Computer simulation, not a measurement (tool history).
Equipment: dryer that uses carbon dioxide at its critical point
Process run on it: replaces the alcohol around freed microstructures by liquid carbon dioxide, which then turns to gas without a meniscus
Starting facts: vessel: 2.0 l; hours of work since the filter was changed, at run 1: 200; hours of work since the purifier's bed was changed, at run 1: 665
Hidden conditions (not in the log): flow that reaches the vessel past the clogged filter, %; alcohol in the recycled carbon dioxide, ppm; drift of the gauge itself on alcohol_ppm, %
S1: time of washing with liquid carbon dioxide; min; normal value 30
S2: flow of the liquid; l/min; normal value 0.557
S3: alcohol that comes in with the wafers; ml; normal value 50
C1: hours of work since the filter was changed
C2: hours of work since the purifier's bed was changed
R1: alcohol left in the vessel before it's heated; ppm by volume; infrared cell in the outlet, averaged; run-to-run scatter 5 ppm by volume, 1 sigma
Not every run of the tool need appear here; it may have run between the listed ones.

Run 1, hour 0.0: usual settings; C1 200; C2 665. Result: R1 148 ppm by volume.
Run 2, hour 31.8: usual settings; C1 217; C2 682. Result: R1 146 ppm by volume.
At hour 38.3: inlet filter changed.
Run 3, hour 60.5: usual settings but S1 28 min; C1 12; C2 697. Result: R1 136 ppm by volume.
Run 4, hour 84.2: usual settings but S1 28 min; C1 25; C2 710. Result: R1 137 ppm by volume.
Run 5, hour 108.7: usual settings but S1 28 min; C1 39; C2 724. Result: R1 138 ppm by volume.
Run 6, hour 124.5: usual settings but S1 28 min; C1 47; C2 732. Result: R1 141 ppm by volume.
Run 7, hour 152.4: usual settings but S1 28 min; C1 63; C2 748. Result: R1 154 ppm by volume.
Run 8, hour 182.7: usual settings but S1 28 min; C1 79; C2 764. Result: R1 153 ppm by volume.
Run 9, hour 208.2: usual settings but S1 28 min; C1 93; C2 778. Result: R1 156 ppm by volume.
Run 10, hour 238.7: usual settings but S1 28 min; C1 110; C2 795. Result: R1 163 ppm by volume.
Run 11, hour 272.9: usual settings but S2 0.656 l/min, S3 23 ml; C1 129; C2 814. Result: R1 112 ppm by volume.
Run 12, hour 287.3: usual settings but S1 35 min, S2 0.656 l/min, S3 76 ml; C1 136; C2 822. Result: R1 106 ppm by volume.
Run 13, hour 317.5: usual settings but S1 35 min, S2 0.656 l/min, S3 76 ml; C1 153; C2 838. Result: R1 119 ppm by volume.
Run 14, hour 339.0: usual settings but S1 35 min, S2 0.656 l/min, S3 76 ml; C1 165; C2 850. Result: R1 122 ppm by volume.
Run 15, hour 370.6: usual settings but S1 26 min, S2 0.616 l/min; C1 182; C2 867. Result: R1 190 ppm by volume.
Run 16, hour 396.3: usual settings but S1 21 min, S2 0.691 l/min, S3 24 ml; C1 196; C2 881. Result: R1 176 ppm by volume.

Consider 4 possible next runs. They are alternatives, not a sequence: every one starts from the tool as it was left by run 16. What does each give?
Run A, hour 412.5: usual settings but S1 42 min, S3 56 ml; C1 205; C2 890. Result: R1 ?.
Run B, hour 412.5: usual settings but S1 21 min, S2 0.572 l/min, S3 85 ml; C1 205; C2 890. Result: R1 ?.
Run C, hour 412.5: usual settings but S1 46 min, S2 0.343 l/min, S3 105 ml; C1 205; C2 890. Result: R1 ?.
Run D, hour 412.5: usual settings but S1 45 min, S2 0.673 l/min; C1 205; C2 890. Result: R1 ?.

run   R1
  A  117
  B  739
  C  357
  D  112
With no hidden state in the tool, these same runs would have given:
run   R1
  A    9
  B  309
  C  102
  D   10
